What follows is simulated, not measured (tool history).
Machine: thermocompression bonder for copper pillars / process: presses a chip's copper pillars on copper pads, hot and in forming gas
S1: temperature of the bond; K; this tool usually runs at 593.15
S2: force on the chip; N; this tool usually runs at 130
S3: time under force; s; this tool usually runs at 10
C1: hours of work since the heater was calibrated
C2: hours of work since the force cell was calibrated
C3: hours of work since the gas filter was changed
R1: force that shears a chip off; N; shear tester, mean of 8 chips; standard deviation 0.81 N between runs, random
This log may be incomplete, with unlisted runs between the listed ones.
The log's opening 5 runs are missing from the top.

run,day,S1,S2,S3,C1,C2,C3,R1
6,3.258,593.15,130,13,320,246,320,86.7
7,3.967,565.15,130,10,327,254,327,58.8
8,4.475,565.15,130,10,333,260,333,58.5
9,5.196,565.15,130,10,341,268,341,58.6
# day 5.717: forming gas filter changed
10,6.108,593.15,130,10,351,278,4,83.0
11,6.700,593.15,130,10,358,284,11,83.4
12,7.258,593.15,130,10,364,290,17,82.9
13,7.821,593.15,130,10,370,297,23,81.6
14,8.296,575.15,130,10,375,302,29,66.3
15,8.879,593.15,187,10,382,308,35,92.8
16,9.571,572.15,134,10,389,316,43,64.6
17,10.171,572.15,134,10,396,323,49,65.0
18,10.854,572.15,134,10,404,330,57,65.0
19,11.608,572.15,107,6,412,339,65,48.1
20,12.075,572.15,107,6,417,344,70,48.2
21,12.488,593.15,94,10,422,348,75,71.2
22,13.092,596.15,138,14,428,355,82,95.2
23,13.867,566.15,80,27,437,364,90,66.6
24,14.788,588.15,90,27,447,374,101,90.0
25,15.188,588.15,90,27,452,378,105,89.6
26,16.025,588.15,90,27,461,388,114,89.4
27,16.667,588.15,90,27,468,395,121,91.3
28,17.079,594.15,90,8,473,399,126,67.2
29,17.879,589.15,90,8,481,408,135,62.9
30,18.733,599.15,128,8,491,418,144,81.6

Alternative continuations, all from the tool just after run 30; predict every row:
A,19.475,578.15,175,10,499,426,152,?
B,19.475,599.15,128,8,499,426,152,?
C,19.475,575.15,130,9,499,426,152,?
D,19.475,611.15,87,8,499,426,152,?

run,R1
A,78.2
B,81.9
C,64.7
D,78.7
Take away the tool's hidden state, keep each run's random variation, and the runs would have read:
run,R1
A,78.5
B,82.2
C,65.0
D,79.0
